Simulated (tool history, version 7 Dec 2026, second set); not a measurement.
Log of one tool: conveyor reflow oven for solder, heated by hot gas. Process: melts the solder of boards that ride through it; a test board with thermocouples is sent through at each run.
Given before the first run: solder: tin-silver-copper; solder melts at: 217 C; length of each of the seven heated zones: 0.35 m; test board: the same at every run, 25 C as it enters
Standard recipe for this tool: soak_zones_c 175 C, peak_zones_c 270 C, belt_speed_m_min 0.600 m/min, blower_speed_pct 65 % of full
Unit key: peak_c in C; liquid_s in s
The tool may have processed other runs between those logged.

run   hour  soak_zones_c  peak_zones_c  belt_speed_m_min  blower_speed_pct  peak_c  liquid_s
  1    0.0           175           270             0.600                65   252.4      53.1
  2   10.2           175           270             0.600                65   252.7      52.9
  3   15.1           175           270             0.600                65   252.7      52.9
  4   23.5           175           270             0.600                67   253.3      53.2
  5   33.7           175           270             0.600                65   252.2      52.5
  6   42.8           175           270             0.600                65   252.4      52.8
  7   51.7           175           270             0.600                65   252.3      52.8
  8   61.8           175           270             0.600                65   252.6      52.9
  9   70.0           175           270             0.600                65   252.5      52.6
 10   77.4           175           270             0.600                65   252.1      52.7
 11   83.9           175           270             0.600                65   252.1      53.1
 12   91.4           175           270             0.600                65   252.4      52.9
 13  101.0           175           270             0.600                65   252.4      52.8
     105.9  -- belt drive overhauled, speed set with a stopwatch
 14  113.2           175           270             0.600                65   252.7      52.6
 15  118.6           175           270             0.600                65   252.2      52.8
 16  127.6           175           270             0.600                65   252.1      53.0
 17  134.7           168           266             0.600                65   247.8      47.3
     140.2  -- belt drive overhauled, speed set with a stopwatch, once more
 18  143.4           168           266             0.600                65   247.1      46.5
 19  150.1           176           278             0.536                75   264.0      67.3
 20  160.2           181           278             0.536                65   263.3      68.4
 21  167.5           181           278             0.604                65   259.7      58.3
 22  176.6           175           270             0.600                65   251.2      52.3
 23  185.8           175           270             0.600                65   251.2      52.1
 24  191.6           175           270             0.486                55   256.2      68.9
 25  198.6           170           282             0.651                56   255.9      47.9
 26  204.3           187           282             0.651                56   259.5      55.6
 27  209.1           175           270             0.673                65   247.7      42.7
 28  216.5           183           270             0.705                65   247.5      42.8
 29  224.9           183           270             0.705                65   248.0      43.6
 30  235.2           183           270             0.705                65   247.8      43.6
 31  242.2           183           284             0.567                65   266.7      67.1

What if the next run were any one of these 3? Each begins from the tool's condition after run 31:
  A  247.1           183           284             0.555                83       ?         ?
  B  247.1           183           284             0.567                70       ?         ?
  C  247.1           183           270             0.490                53       ?         ?

run  peak_c  liquid_s
  A   270.2      69.9
  B   267.5      67.6
  C   256.7      71.7
The same runs, with their run-to-run variation unchanged, on a tool lacking any hidden condition would have given:
run  peak_c  liquid_s
  A   271.9      70.4
  B   269.2      68.2
  C   258.2      72.6
